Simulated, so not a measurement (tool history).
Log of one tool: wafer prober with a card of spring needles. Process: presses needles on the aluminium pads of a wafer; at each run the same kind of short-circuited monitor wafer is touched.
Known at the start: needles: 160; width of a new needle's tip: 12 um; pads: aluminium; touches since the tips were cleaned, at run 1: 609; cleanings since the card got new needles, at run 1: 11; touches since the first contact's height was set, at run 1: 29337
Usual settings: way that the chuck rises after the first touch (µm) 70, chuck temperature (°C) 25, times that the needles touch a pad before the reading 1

run,day,way that the chuck rises after the first touch (µm),chuck temperature (°C),times that the needles touch a pad before the reading,touches since the tips were cleaned,cleanings since the card got new needles,touches since the first contact's height was set,resistance of one needle with its contact and lead (mohm),way that a needle slides on the pad (µm)
1,0,70,25,1,609,11,29337,104,10.2
# day 0.15: tips cleaned on abrasive film
# day 0.396: tips cleaned on abrasive film
# day 0.625: tips cleaned on abrasive film
2,0.625,70,25,1,0,14,36120,102,10.23
# day 0.871: tips cleaned on abrasive film
# day 1.117: tips cleaned on abrasive film
# day 1.362: tips cleaned on abrasive film
3,1.471,70,26,1,1206,17,45370,109,10.21
# day 1.575: tips cleaned on abrasive film
# day 1.771: tips cleaned on abrasive film
# day 2.017: tips cleaned on abrasive film
4,2.171,70,25,1,1678,20,52945,110,10.19
# day 2.221: tips cleaned on abrasive film
# day 2.233: height of the first contact set anew
# day 2.433: tips cleaned on abrasive film
# day 2.679: tips cleaned on abrasive film
# day 2.925: tips cleaned on abrasive film
# day 3.121: tips cleaned on abrasive film
# day 3.371: tips cleaned on abrasive film
5,3.425,70,25,2,618,26,12954,103,10.1
# day 3.575: tips cleaned on abrasive film
# day 3.821: tips cleaned on abrasive film
# day 4.075: height of the first contact set anew, once more
# day 4.079: tips cleaned on abrasive film
# day 4.325: tips cleaned on abrasive film
# day 4.571: tips cleaned on abrasive film
6,4.608,70,25,2,413,31,5777,102,10.28
# day 4.808: tips cleaned on abrasive film
# day 5.004: tips cleaned on abrasive film
# day 5.25: tips cleaned on abrasive film
# day 5.475: tips cleaned on abrasive film
7,5.475,56,25,1,0,35,15152,104,8.19
# day 5.721: tips cleaned on abrasive film
# day 5.967: tips cleaned on abrasive film
# day 6.162: tips cleaned on abrasive film
8,6.3,56,25,1,1508,38,24168,113,8.18
# day 6.4: tips cleaned on abrasive film
# day 6.646: tips cleaned on abrasive film
# day 6.892: tips cleaned on abrasive film
9,6.958,72,59,1,717,41,31321,111,10.53
# day 7.108: tips cleaned on abrasive film
# day 7.354: tips cleaned on abrasive film
# day 7.6: tips cleaned on abrasive film
10,7.675,72,59,1,827,44,39118,111,10.52
# day 7.825: tips cleaned on abrasive film
# day 8.021: tips cleaned on abrasive film
# day 8.267: tips cleaned on abrasive film
11,8.425,72,59,1,1743,47,47297,117,10.46
# day 8.479: tips cleaned on abrasive film
# day 8.725: tips cleaned on abrasive film
# day 8.971: tips cleaned on abrasive film
# day 9.171: tips cleaned on abrasive film
12,9.229,83,56,1,642,51,55987,110,12.09

Forecast each of these 4 alternatives for the next run:
# day 9.375: tips cleaned on abrasive film
# day 9.575: tips cleaned on abrasive film
# day 9.821: tips cleaned on abrasive film
# day 10.017: tips cleaned on abrasive film
# day 10.25: tips cleaned on abrasive film
A,10.25,79,82,2,0,56,67088,?,?
# day 9.375: tips cleaned on abrasive film
# day 9.575: tips cleaned on abrasive film
# day 9.821: tips cleaned on abrasive film
# day 10.017: tips cleaned on abrasive film
# day 10.25: tips cleaned on abrasive film
B,10.25,55,42,2,0,56,67088,?,?
# day 9.375: tips cleaned on abrasive film
# day 9.575: tips cleaned on abrasive film
# day 9.821: tips cleaned on abrasive film
# day 10.017: tips cleaned on abrasive film
# day 10.25: tips cleaned on abrasive film
C,10.25,83,32,1,0,56,67088,?,?
# day 9.375: tips cleaned on abrasive film
# day 9.575: tips cleaned on abrasive film
# day 9.821: tips cleaned on abrasive film
# day 10.017: tips cleaned on abrasive film
# day 10.25: tips cleaned on abrasive film
D,10.25,60,41,1,0,56,67088,?,?

run,resistance of one needle with its contact and lead (mohm),way that a needle slides on the pad (µm)
A,109,11.49
B,108,7.9
C,104,12.04
D,106,8.66
Without the tool's hidden state the same runs would have given:
run,resistance of one needle with its contact and lead (mohm),way that a needle slides on the pad (µm)
A,108,11.66
B,106,8.07
C,103,12.21
D,105,8.83
